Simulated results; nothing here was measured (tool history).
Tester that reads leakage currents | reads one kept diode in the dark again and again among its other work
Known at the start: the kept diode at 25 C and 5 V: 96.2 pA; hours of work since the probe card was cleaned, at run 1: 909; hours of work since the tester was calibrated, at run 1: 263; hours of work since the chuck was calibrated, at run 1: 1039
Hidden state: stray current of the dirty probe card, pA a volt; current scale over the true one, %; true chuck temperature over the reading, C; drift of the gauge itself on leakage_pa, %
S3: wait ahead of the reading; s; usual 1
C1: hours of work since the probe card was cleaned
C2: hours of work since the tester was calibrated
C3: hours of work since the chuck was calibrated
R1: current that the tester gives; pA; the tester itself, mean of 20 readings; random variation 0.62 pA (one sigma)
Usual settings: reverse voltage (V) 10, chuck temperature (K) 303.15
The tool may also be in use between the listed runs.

run 1 hour=0 | reverse_voltage_(V)=10 chuck_temperature_(K)=303.15 S3=1 | C1=909 C2=263 C3=1039 | R1=228.33
run 2 hour=50.7 | reverse_voltage_(V)=10 chuck_temperature_(K)=303.15 S3=1 | C1=948 C2=302 C3=1078 | R1=229.9
run 3 hour=85.3 | reverse_voltage_(V)=10 chuck_temperature_(K)=295.15 S3=1 | C1=974 C2=328 C3=1104 | R1=133.95
run 4 hour=143.5 | reverse_voltage_(V)=10 chuck_temperature_(K)=295.15 S3=1 | C1=1019 C2=373 C3=1149 | R1=133.98
run 5 hour=191.4 | reverse_voltage_(V)=10 chuck_temperature_(K)=295.15 S3=1 | C1=1055 C2=410 C3=1185 | R1=135
run 6 hour=219.5 | reverse_voltage_(V)=10 chuck_temperature_(K)=295.15 S3=1 | C1=1077 C2=431 C3=1207 | R1=135.88
run 7 hour=248.7 | reverse_voltage_(V)=10 chuck_temperature_(K)=295.15 S3=1 | C1=1099 C2=453 C3=1229 | R1=135.99
-- hour=272.5 chuck's temperature calibrated
run 8 hour=287.7 | reverse_voltage_(V)=10 chuck_temperature_(K)=295.15 S3=1 | C1=1128 C2=482 C3=12 | R1=138.98
run 9 hour=346.3 | reverse_voltage_(V)=10 chuck_temperature_(K)=303.15 S3=2.66 | C1=1173 C2=527 C3=57 | R1=237.13
run 10 hour=385.3 | reverse_voltage_(V)=10 chuck_temperature_(K)=303.15 S3=2.66 | C1=1202 C2=557 C3=86 | R1=238.75
-- hour=419.3 chuck's temperature calibrated, once more
run 11 hour=438.2 | reverse_voltage_(V)=10 chuck_temperature_(K)=303.15 S3=2.66 | C1=1241 C2=596 C3=14 | R1=209.14
run 12 hour=471.6 | reverse_voltage_(V)=10 chuck_temperature_(K)=303.15 S3=2.66 | C1=1267 C2=621 C3=40 | R1=210.48
run 13 hour=529.1 | reverse_voltage_(V)=10 chuck_temperature_(K)=303.15 S3=1 | C1=1311 C2=665 C3=84 | R1=212.05
run 14 hour=573.7 | reverse_voltage_(V)=10 chuck_temperature_(K)=303.15 S3=1 | C1=1345 C2=699 C3=118 | R1=212.71
run 15 hour=604.7 | reverse_voltage_(V)=10 chuck_temperature_(K)=303.15 S3=1 | C1=1369 C2=723 C3=142 | R1=212.68
run 16 hour=649.3 | reverse_voltage_(V)=10 chuck_temperature_(K)=303.15 S3=0.37 | C1=1403 C2=757 C3=176 | R1=217.93
run 17 hour=703.4 | reverse_voltage_(V)=10 chuck_temperature_(K)=303.15 S3=0.81 | C1=1444 C2=799 C3=218 | R1=214.23
run 18 hour=758.6 | reverse_voltage_(V)=10 chuck_temperature_(K)=303.15 S3=0.81 | C1=1487 C2=841 C3=260 | R1=216.02
run 19 hour=810.3 | reverse_voltage_(V)=10 chuck_temperature_(K)=303.15 S3=1 | C1=1526 C2=881 C3=299 | R1=216.04
run 20 hour=836.1 | reverse_voltage_(V)=10 chuck_temperature_(K)=303.15 S3=1 | C1=1546 C2=900 C3=319 | R1=216.65
run 21 hour=863.7 | reverse_voltage_(V)=13.7 chuck_temperature_(K)=294.15 S3=1 | C1=1567 C2=921 C3=340 | R1=144.48
run 22 hour=920.8 | reverse_voltage_(V)=13.7 chuck_temperature_(K)=294.15 S3=1 | C1=1611 C2=965 C3=384 | R1=145.24
run 23 hour=946.2 | reverse_voltage_(V)=1.1 chuck_temperature_(K)=323.15 S3=1 | C1=1630 C2=985 C3=404 | R1=224.43
run 24 hour=986 | reverse_voltage_(V)=1.1 chuck_temperature_(K)=323.15 S3=1 | C1=1661 C2=1015 C3=434 | R1=223.97
run 25 hour=1034.2 | reverse_voltage_(V)=1.7 chuck_temperature_(K)=330.15 S3=0.59 | C1=1698 C2=1052 C3=471 | R1=440.51
run 26 hour=1092.7 | reverse_voltage_(V)=6.4 chuck_temperature_(K)=294.15 S3=0.69 | C1=1743 C2=1097 C3=516 | R1=93.76
run 27 hour=1118.3 | reverse_voltage_(V)=2.1 chuck_temperature_(K)=298.15 S3=7.84 | C1=1762 C2=1116 C3=535 | R1=63.67
run 28 hour=1158.1 | reverse_voltage_(V)=2.1 chuck_temperature_(K)=298.15 S3=7.84 | C1=1793 C2=1147 C3=566 | R1=63.44
run 29 hour=1185.2 | reverse_voltage_(V)=5.9 chuck_temperature_(K)=310.15 S3=0.97 | C1=1813 C2=1168 C3=587 | R1=259.63
run 30 hour=1228.4 | reverse_voltage_(V)=4.8 chuck_temperature_(K)=298.15 S3=4.01 | C1=1847 C2=1201 C3=620 | R1=103.56
run 31 hour=1256 | reverse_voltage_(V)=4.8 chuck_temperature_(K)=298.15 S3=4.01 | C1=1868 C2=1222 C3=641 | R1=103.88
run 32 hour=1290.2 | reverse_voltage_(V)=4.8 chuck_temperature_(K)=298.15 S3=4.01 | C1=1894 C2=1248 C3=667 | R1=103.84
run 33 hour=1348.7 | reverse_voltage_(V)=10 chuck_temperature_(K)=326.15 S3=2.8 | C1=1939 C2=1293 C3=712 | R1=959.77
run 34 hour=1393.4 | reverse_voltage_(V)=11.3 chuck_temperature_(K)=308.15 S3=2.8 | C1=1973 C2=1327 C3=746 | R1=336.12
run 35 hour=1438.9 | reverse_voltage_(V)=11.3 chuck_temperature_(K)=308.15 S3=2.8 | C1=2008 C2=1362 C3=781 | R1=337.08
run 36 hour=1469.7 | reverse_voltage_(V)=6.4 chuck_temperature_(K)=326.15 S3=0.58 | C1=2031 C2=1386 C3=804 | R1=750.65
run 37 hour=1522.7 | reverse_voltage_(V)=1.6 chuck_temperature_(K)=301.15 S3=7.08 | C1=2072 C2=1426 C3=845 | R1=68.6
run 38 hour=1568.3 | reverse_voltage_(V)=15.7 chuck_temperature_(K)=294.15 S3=5.12 | C1=2107 C2=1461 C3=880 | R1=165.71
run 39 hour=1619.7 | reverse_voltage_(V)=4.9 chuck_temperature_(K)=312.15 S3=1 | C1=2146 C2=1500 C3=919 | R1=272.87
run 40 hour=1659.2 | reverse_voltage_(V)=4.9 chuck_temperature_(K)=301.15 S3=0.35 | C1=2176 C2=1531 C3=950 | R1=135.85

Measured less the same run without the tool's hidden state. The same run-to-run variation is in both; the gauge's scatter may not be:
run=1 R1=+23.56
run=2 R1=+24.54
run=3 R1=+17.37
run=4 R1=+18.04
run=5 R1=+18.7
run=6 R1=+19.14
run=7 R1=+19.53
run=8 R1=+22.54
run=9 R1=+34.17
run=10 R1=+35.05
run=11 R1=+5.1
run=12 R1=+5.75
run=13 R1=+6.59
run=14 R1=+7.4
run=15 R1=+7.92
run=16 R1=+8.73
run=17 R1=+9.66
run=18 R1=+10.6
run=19 R1=+11.49
run=20 R1=+11.95
run=21 R1=+14.87
run=22 R1=+15.71
run=23 R1=+4.99
run=24 R1=+5.49
run=25 R1=+10.98
run=26 R1=+9.26
run=27 R1=+4.17
run=28 R1=+4.37
run=29 R1=+14.76
run=30 R1=+9.08
run=31 R1=+9.32
run=32 R1=+9.57
run=33 R1=+47.28
run=34 R1=+27.85
run=35 R1=+28.87
run=36 R1=+40.13
run=37 R1=+5.66
run=38 R1=+28.32
run=39 R1=+21.16
run=40 R1=+14.27
